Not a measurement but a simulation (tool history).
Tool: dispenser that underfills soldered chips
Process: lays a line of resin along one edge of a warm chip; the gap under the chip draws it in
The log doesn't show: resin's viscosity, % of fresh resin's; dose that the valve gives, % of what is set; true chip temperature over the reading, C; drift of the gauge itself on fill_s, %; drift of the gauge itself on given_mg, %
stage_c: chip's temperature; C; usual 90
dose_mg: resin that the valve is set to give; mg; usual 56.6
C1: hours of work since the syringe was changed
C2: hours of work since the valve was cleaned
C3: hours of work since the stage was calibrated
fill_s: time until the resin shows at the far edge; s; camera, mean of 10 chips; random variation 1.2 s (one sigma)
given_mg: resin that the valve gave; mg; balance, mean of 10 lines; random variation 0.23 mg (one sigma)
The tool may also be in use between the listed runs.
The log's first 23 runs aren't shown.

{"day": 10.362, "done": "new syringe of resin"}
{"run": 24, "day": 10.479, "stage_c": 88, "dose_mg": 64.4, "C1": 2, "C2": 26, "C3": 446, "fill_s": 142.6, "given_mg": 62.66}
{"run": 25, "day": 10.862, "stage_c": 90, "dose_mg": 71.2, "C1": 8, "C2": 32, "C3": 452, "fill_s": 215.3, "given_mg": 69.73}
{"day": 11.117, "done": "new syringe of resin"}
{"run": 26, "day": 11.258, "stage_c": 90, "dose_mg": 66.1, "C1": 2, "C2": 38, "C3": 458, "fill_s": 136.2, "given_mg": 64.01}
{"run": 27, "day": 11.788, "stage_c": 102, "dose_mg": 53.1, "C1": 10, "C2": 46, "C3": 466, "fill_s": 183.9, "given_mg": 50.93}
{"day": 11.858, "done": "new syringe of resin"}
{"run": 28, "day": 12.288, "stage_c": 100, "dose_mg": 51.4, "C1": 7, "C2": 53, "C3": 474, "fill_s": 144.4, "given_mg": 49.01}
{"day": 12.488, "done": "dispensing valve cleaned and set on the balance"}
{"day": 12.629, "done": "new syringe of resin"}
{"run": 29, "day": 12.8, "stage_c": 105, "dose_mg": 52.1, "C1": 3, "C2": 5, "C3": 480, "fill_s": 91.9, "given_mg": 52.01}
{"run": 30, "day": 13.271, "stage_c": 105, "dose_mg": 52.1, "C1": 10, "C2": 12, "C3": 488, "fill_s": 161.9, "given_mg": 51.26}
{"day": 13.367, "done": "new syringe of resin"}
{"run": 31, "day": 13.721, "stage_c": 95, "dose_mg": 53.6, "C1": 5, "C2": 18, "C3": 494, "fill_s": 157, "given_mg": 52.69}
{"day": 14.096, "done": "new syringe of resin"}
{"run": 32, "day": 14.108, "stage_c": 98, "dose_mg": 61.5, "C1": 0, "C2": 24, "C3": 500, "fill_s": 90.2, "given_mg": 60.05}
{"run": 33, "day": 14.421, "stage_c": 102, "dose_mg": 68.8, "C1": 5, "C2": 29, "C3": 505, "fill_s": 118.1, "given_mg": 67.08}
{"day": 14.842, "done": "new syringe of resin"}
{"run": 34, "day": 14.879, "stage_c": 90, "dose_mg": 49.2, "C1": 1, "C2": 36, "C3": 511, "fill_s": 121.1, "given_mg": 47.84}
{"run": 35, "day": 15.25, "stage_c": 102, "dose_mg": 49.7, "C1": 6, "C2": 41, "C3": 517, "fill_s": 129.8, "given_mg": 47.86}
{"day": 15.588, "done": "new syringe of resin"}
{"run": 36, "day": 15.625, "stage_c": 102, "dose_mg": 49.7, "C1": 1, "C2": 47, "C3": 523, "fill_s": 82.7, "given_mg": 47.79}

Forecast each of these 3 alternatives for the next run:
{"run": "A", "day": 15.938, "stage_c": 104, "dose_mg": 57.8, "C1": 5, "C2": 51, "C3": 527, "fill_s": "?", "given_mg": "?"}
{"run": "B", "day": 15.938, "stage_c": 96, "dose_mg": 59.5, "C1": 5, "C2": 51, "C3": 527, "fill_s": "?", "given_mg": "?"}
{"run": "C", "day": 15.938, "stage_c": 90, "dose_mg": 59.5, "C1": 5, "C2": 51, "C3": 527, "fill_s": "?", "given_mg": "?"}

run=A fill_s=115.3 given_mg=55.16
run=B fill_s=146.4 given_mg=56.49
run=C fill_s=177.1 given_mg=56.71
Without the tool's hidden state the same runs would have given:
run=A fill_s=77.6 given_mg=57.91
run=B fill_s=98.9 given_mg=59.31
run=C fill_s=120 given_mg=59.54
